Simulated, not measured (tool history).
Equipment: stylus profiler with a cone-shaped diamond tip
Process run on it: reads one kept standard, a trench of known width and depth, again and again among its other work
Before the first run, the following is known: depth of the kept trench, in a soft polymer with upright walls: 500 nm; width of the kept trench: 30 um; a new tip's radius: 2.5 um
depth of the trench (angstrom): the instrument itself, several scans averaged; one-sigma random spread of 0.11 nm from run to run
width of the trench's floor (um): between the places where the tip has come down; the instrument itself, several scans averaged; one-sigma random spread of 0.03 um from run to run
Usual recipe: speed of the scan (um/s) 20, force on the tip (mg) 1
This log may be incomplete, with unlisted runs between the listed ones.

| run | hour | speed of the scan (um/s) | force on the tip (mg) | depth of the trench (angstrom) | width of the trench's floor (um) |
|---|---|---|---|---|---|
| 1 | 0 | 20 | 1 | 5014.5 | 26.89 |
| 2 | 22.9 | 20 | 2.57 | 5029.2 | 26.89 |
| 3 | 36.5 | 20 | 0.62 | 5014.1 | 26.85 |
| 4 | 50.7 | 20 | 0.62 | 5010.9 | 26.82 |
| 5 | 74.1 | 20 | 0.62 | 5010.8 | 26.73 |
| 6 | 85.3 | 20 | 0.62 | 5011.5 | 26.79 |
| 7 | 105.8 | 20 | 0.62 | 5013.1 | 26.8 |
| 8 | 130.3 | 20 | 0.62 | 5012.1 | 26.85 |
| 9 | 144.3 | 20 | 0.62 | 5012 | 26.8 |
| 10 | 170 | 20 | 0.62 | 5012.8 | 26.8 |
| 11 | 190.4 | 20 | 0.62 | 5013 | 26.77 |
| 12 | 207 | 20 | 0.62 | 5012.2 | 26.82 |
| 13 | 227.7 | 14 | 0.52 | 5011.1 | 26.88 |
| 14 | 252.2 | 14 | 0.52 | 5009.6 | 26.91 |
| 15 | 269.2 | 8 | 0.49 | 5010.2 | 26.93 |
| 16 | 286.8 | 8 | 0.49 | 5007.2 | 26.92 |
| 17 | 305.5 | 43 | 0.92 | 5015.7 | 26.66 |
| 18 | 320.7 | 47 | 0.46 | 5011 | 26.53 |
| 19 | 331.5 | 6 | 1 | 5015.9 | 26.95 |

Branching from run 19: 5 alternative next runs. What would each branch give?
| A | 355 | 20 | 0.34 | ? | ? |
| B | 355 | 14 | 2.44 | ? | ? |
| C | 355 | 50 | 1 | ? | ? |
| D | 355 | 20 | 1.71 | ? | ? |
| E | 355 | 9 | 1.07 | ? | ? |

| run | depth of the trench (angstrom) | width of the trench's floor (um) |
|---|---|---|
| A | 5006.3 | 26.76 |
| B | 5030.4 | 26.93 |
| C | 5017.1 | 26.63 |
| D | 5024.2 | 26.92 |
| E | 5016.4 | 26.84 |
Stripped of hidden state, with their random variation kept, the same runs would have yielded:
| run | depth of the trench (angstrom) | width of the trench's floor (um) |
|---|---|---|
| A | 5006.3 | 26.76 |
| B | 5030.4 | 26.94 |
| C | 5017.2 | 26.64 |
| D | 5024.3 | 26.92 |
| E | 5016.4 | 26.84 |

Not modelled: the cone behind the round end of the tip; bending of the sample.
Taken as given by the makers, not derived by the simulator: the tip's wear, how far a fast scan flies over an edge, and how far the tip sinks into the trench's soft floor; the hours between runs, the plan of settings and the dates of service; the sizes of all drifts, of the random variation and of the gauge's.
